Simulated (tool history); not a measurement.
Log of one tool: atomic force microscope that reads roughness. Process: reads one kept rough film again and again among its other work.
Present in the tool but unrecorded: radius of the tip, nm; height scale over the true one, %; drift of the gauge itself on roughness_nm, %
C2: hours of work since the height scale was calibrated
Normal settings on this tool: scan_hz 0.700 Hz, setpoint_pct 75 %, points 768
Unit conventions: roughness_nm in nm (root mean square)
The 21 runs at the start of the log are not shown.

{"hour": 266.9, "done": "new tip fitted"}
{"run": 22, "hour": 269.0, "scan_hz": 1.881, "setpoint_pct": 80, "points": 799, "pictures with this tip": 4, "C2": 377, "roughness_nm": 3.963}
{"run": 23, "hour": 287.6, "scan_hz": 1.188, "setpoint_pct": 80, "points": 631, "pictures with this tip": 44, "C2": 388, "roughness_nm": 4.083}
{"run": 24, "hour": 298.7, "scan_hz": 0.612, "setpoint_pct": 80, "points": 904, "pictures with this tip": 69, "C2": 395, "roughness_nm": 4.243}
{"run": 25, "hour": 307.1, "scan_hz": 0.612, "setpoint_pct": 80, "points": 904, "pictures with this tip": 87, "C2": 400, "roughness_nm": 4.207}
{"run": 26, "hour": 321.6, "scan_hz": 1.969, "setpoint_pct": 55, "points": 904, "pictures with this tip": 118, "C2": 409, "roughness_nm": 4.235}
{"run": 27, "hour": 330.8, "scan_hz": 1.969, "setpoint_pct": 55, "points": 904, "pictures with this tip": 138, "C2": 415, "roughness_nm": 4.155}
{"run": 28, "hour": 339.0, "scan_hz": 1.969, "setpoint_pct": 55, "points": 904, "pictures with this tip": 156, "C2": 420, "roughness_nm": 4.097}
{"run": 29, "hour": 348.0, "scan_hz": 1.969, "setpoint_pct": 55, "points": 904, "pictures with this tip": 175, "C2": 426, "roughness_nm": 4.066}
{"hour": 356.4, "done": "new tip fitted"}
{"run": 30, "hour": 365.0, "scan_hz": 1.969, "setpoint_pct": 55, "points": 904, "pictures with this tip": 18, "C2": 436, "roughness_nm": 4.512}
{"run": 31, "hour": 377.2, "scan_hz": 0.805, "setpoint_pct": 75, "points": 822, "pictures with this tip": 45, "C2": 444, "roughness_nm": 4.328}
{"run": 32, "hour": 393.4, "scan_hz": 0.805, "setpoint_pct": 75, "points": 822, "pictures with this tip": 80, "C2": 454, "roughness_nm": 4.249}
{"run": 33, "hour": 409.1, "scan_hz": 0.655, "setpoint_pct": 75, "points": 329, "pictures with this tip": 114, "C2": 463, "roughness_nm": 4.244}
{"run": 34, "hour": 422.3, "scan_hz": 2.921, "setpoint_pct": 68, "points": 558, "pictures with this tip": 142, "C2": 472, "roughness_nm": 3.786}
{"run": 35, "hour": 432.9, "scan_hz": 1.973, "setpoint_pct": 62, "points": 820, "pictures with this tip": 165, "C2": 478, "roughness_nm": 4.041}
{"hour": 445.9, "done": "new tip fitted"}
{"run": 36, "hour": 447.5, "scan_hz": 2.322, "setpoint_pct": 70, "points": 632, "pictures with this tip": 4, "C2": 487, "roughness_nm": 4.166}
{"run": 37, "hour": 466.3, "scan_hz": 3.797, "setpoint_pct": 83, "points": 372, "pictures with this tip": 45, "C2": 499, "roughness_nm": 3.223}
{"run": 38, "hour": 475.2, "scan_hz": 2.065, "setpoint_pct": 63, "points": 388, "pictures with this tip": 64, "C2": 504, "roughness_nm": 4.205}
{"run": 39, "hour": 488.8, "scan_hz": 2.065, "setpoint_pct": 63, "points": 388, "pictures with this tip": 93, "C2": 513, "roughness_nm": 4.165}
{"run": 40, "hour": 507.0, "scan_hz": 0.743, "setpoint_pct": 75, "points": 920, "pictures with this tip": 133, "C2": 524, "roughness_nm": 4.172}

Each row is a separate what-if for the run after 40, all from the same tool condition, not one after another. Results?
{"run": "A", "hour": 516.5, "scan_hz": 1.884, "setpoint_pct": 65, "points": 321, "pictures with this tip": 154, "C2": 530, "roughness_nm": "?"}
{"run": "B", "hour": 516.5, "scan_hz": 2.547, "setpoint_pct": 58, "points": 920, "pictures with this tip": 154, "C2": 530, "roughness_nm": "?"}
{"run": "C", "hour": 516.5, "scan_hz": 0.652, "setpoint_pct": 66, "points": 920, "pictures with this tip": 154, "C2": 530, "roughness_nm": "?"}

run=A roughness_nm=4.026
run=B roughness_nm=4.071
run=C roughness_nm=4.281
The same runs, with their run-to-run variation unchanged, on a tool lacking any hidden condition would have given:
run=A roughness_nm=4.373
run=B roughness_nm=4.421
run=C roughness_nm=4.650
